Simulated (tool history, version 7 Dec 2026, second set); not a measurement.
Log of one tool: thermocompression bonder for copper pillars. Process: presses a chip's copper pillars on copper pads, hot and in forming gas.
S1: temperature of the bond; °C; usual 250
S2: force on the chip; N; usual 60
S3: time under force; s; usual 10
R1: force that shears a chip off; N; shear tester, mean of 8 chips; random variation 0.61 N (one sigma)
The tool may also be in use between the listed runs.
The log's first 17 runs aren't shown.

run,hour,S1,S2,S3,R1
# hour 889.0: heater calibrated with a thermocouple chip
18,929.3,250,60,8,58.9
19,959.7,250,78,8,70.8
20,992.8,250,50,10,57.5
# hour 1024.7: forming gas filter changed
21,1056.3,230,41,10,38.5
22,1090.0,230,75,10,59.1
23,1133.7,250,83,10,77.7
24,1199.9,240,77,10,67.9
# hour 1264.3: forming gas filter changed
25,1267.0,240,77,10,67.7
26,1334.0,240,77,10,66.7
27,1392.3,250,40,13,54.0
28,1463.9,250,40,13,55.0
# hour 1506.1: forming gas filter changed
29,1526.2,223,60,8,42.9
30,1579.0,223,60,8,42.6
31,1625.5,223,60,8,41.3
32,1676.4,248,81,10,75.2
33,1723.7,250,39,25,67.3
# hour 1746.6: forming gas filter changed
34,1770.1,253,38,10,51.0
35,1811.6,280,60,7,77.7
36,1844.2,280,60,7,77.2
37,1901.8,250,57,13,68.5
38,1954.1,227,60,20,62.9

Forecast each of these 5 alternatives for the next run:
# hour 1986.7: forming gas filter changed
A,2004.1,272,55,20,?
# hour 1986.7: forming gas filter changed
B,2004.1,263,60,29,?
# hour 1986.7: forming gas filter changed
C,2004.1,227,54,19,?
# hour 1986.7: forming gas filter changed
D,2004.1,270,60,25,?
# hour 1986.7: forming gas filter changed
E,2004.1,272,47,9,?

run,R1
A,91.2
B,95.9
C,58.8
D,97.7
E,68.1
Without the tool's hidden state the same runs would have given:
run,R1
A,91.2
B,95.9
C,58.7
D,97.7
E,68.0

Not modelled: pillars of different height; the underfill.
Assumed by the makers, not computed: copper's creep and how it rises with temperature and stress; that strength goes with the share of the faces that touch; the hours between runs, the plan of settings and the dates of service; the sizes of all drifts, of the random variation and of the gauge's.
